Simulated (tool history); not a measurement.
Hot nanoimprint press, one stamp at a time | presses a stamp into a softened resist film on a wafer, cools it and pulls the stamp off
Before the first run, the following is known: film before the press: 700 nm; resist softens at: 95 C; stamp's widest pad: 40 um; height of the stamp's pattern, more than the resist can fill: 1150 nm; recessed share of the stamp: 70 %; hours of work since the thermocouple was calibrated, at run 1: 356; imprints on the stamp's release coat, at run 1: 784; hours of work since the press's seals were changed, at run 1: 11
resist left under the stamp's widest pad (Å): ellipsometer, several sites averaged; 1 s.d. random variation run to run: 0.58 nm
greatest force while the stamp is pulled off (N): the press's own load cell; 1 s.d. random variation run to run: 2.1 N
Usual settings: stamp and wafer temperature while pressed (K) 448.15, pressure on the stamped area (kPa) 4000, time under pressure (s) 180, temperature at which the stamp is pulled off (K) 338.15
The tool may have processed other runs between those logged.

| run | hour | stamp and wafer temperature while pressed (K) | pressure on the stamped area (kPa) | time under pressure (s) | temperature at which the stamp is pulled off (K) | hours of work since the thermocouple was calibrated | imprints on the stamp's release coat | hours of work since the press's seals were changed | resist left under the stamp's widest pad (Å) | greatest force while the stamp is pulled off (N) |
|---|---|---|---|---|---|---|---|---|---|---|
| 1 | 0.0 | 448.15 | 4000 | 180 | 338.15 | 356 | 784 | 11 | 3607 | 214 |
| 2 | 7.7 | 448.15 | 6090 | 180 | 338.15 | 361 | 801 | 15 | 3032 | 219 |
| 3 | 20.2 | 448.15 | 6090 | 180 | 338.15 | 368 | 828 | 23 | 3021 | 218 |
| 4 | 29.1 | 448.15 | 6090 | 180 | 338.15 | 374 | 848 | 28 | 3041 | 214 |
| 5 | 44.7 | 448.15 | 6090 | 180 | 338.15 | 383 | 881 | 37 | 3030 | 216 |
| 6 | 62.1 | 448.15 | 6090 | 180 | 338.15 | 393 | 919 | 48 | 3031 | 215 |
| 7 | 79.5 | 448.15 | 6090 | 180 | 338.15 | 403 | 957 | 58 | 3023 | 214 |
| 8 | 96.2 | 448.15 | 6090 | 180 | 338.15 | 413 | 994 | 68 | 3036 | 214 |
| 9 | 105.7 | 448.15 | 6090 | 180 | 338.15 | 419 | 1014 | 73 | 3037 | 215 |
| 10 | 116.4 | 448.15 | 4000 | 180 | 338.15 | 425 | 1038 | 80 | 3616 | 215 |
| 11 | 130.6 | 448.15 | 4000 | 355 | 338.15 | 433 | 1068 | 88 | 2786 | 216 |
| 12 | 142.7 | 448.15 | 2670 | 355 | 338.15 | 441 | 1095 | 95 | 3348 | 219 |
| 13 | 151.5 | 448.15 | 4000 | 180 | 330.15 | 446 | 1114 | 100 | 3607 | 266 |
| 14 | 159.0 | 448.15 | 4000 | 180 | 330.15 | 450 | 1130 | 105 | 3616 | 268 |
| 15 | 169.8 | 448.15 | 4000 | 180 | 330.15 | 457 | 1154 | 111 | 3623 | 266 |
| 16 | 181.6 | 448.15 | 4710 | 180 | 330.15 | 464 | 1180 | 118 | 3380 | 263 |
|  | 185.6 | plate thermocouple calibrated |
| 17 | 200.0 | 448.15 | 4710 | 180 | 330.15 | 8 | 1213 | 127 | 3382 | 264 |
| 18 | 216.7 | 448.15 | 4710 | 180 | 330.15 | 18 | 1249 | 137 | 3390 | 264 |
| 19 | 226.9 | 448.15 | 3290 | 180 | 325.15 | 24 | 1272 | 143 | 3893 | 296 |
| 20 | 243.6 | 448.15 | 3290 | 180 | 325.15 | 34 | 1308 | 153 | 3898 | 296 |
| 21 | 260.0 | 458.15 | 5180 | 127 | 331.15 | 44 | 1344 | 163 | 2468 | 260 |
| 22 | 270.4 | 458.15 | 4040 | 120 | 342.15 | 50 | 1366 | 169 | 2827 | 195 |
| 23 | 285.0 | 458.15 | 4040 | 120 | 342.15 | 59 | 1398 | 177 | 2827 | 192 |
| 24 | 297.6 | 457.15 | 2830 | 345 | 331.15 | 66 | 1426 | 185 | 2246 | 258 |
| 25 | 308.6 | 457.15 | 2830 | 345 | 331.15 | 73 | 1449 | 191 | 2246 | 260 |

The next listed run, before its measurement:
| 26 | 322.4 | 448.15 | 2450 | 158 | 338.15 | 81 | 1479 | 199 | ? | ? |

Run 26 produced resist left under the stamp's widest pad (Å) 4502, greatest force while the stamp is pulled off (N) 221.
On a tool with no hidden condition, and with the same random variation, this run would have come out at resist left under the stamp's widest pad (Å) 4502, greatest force while the stamp is pulled off (N) 221.
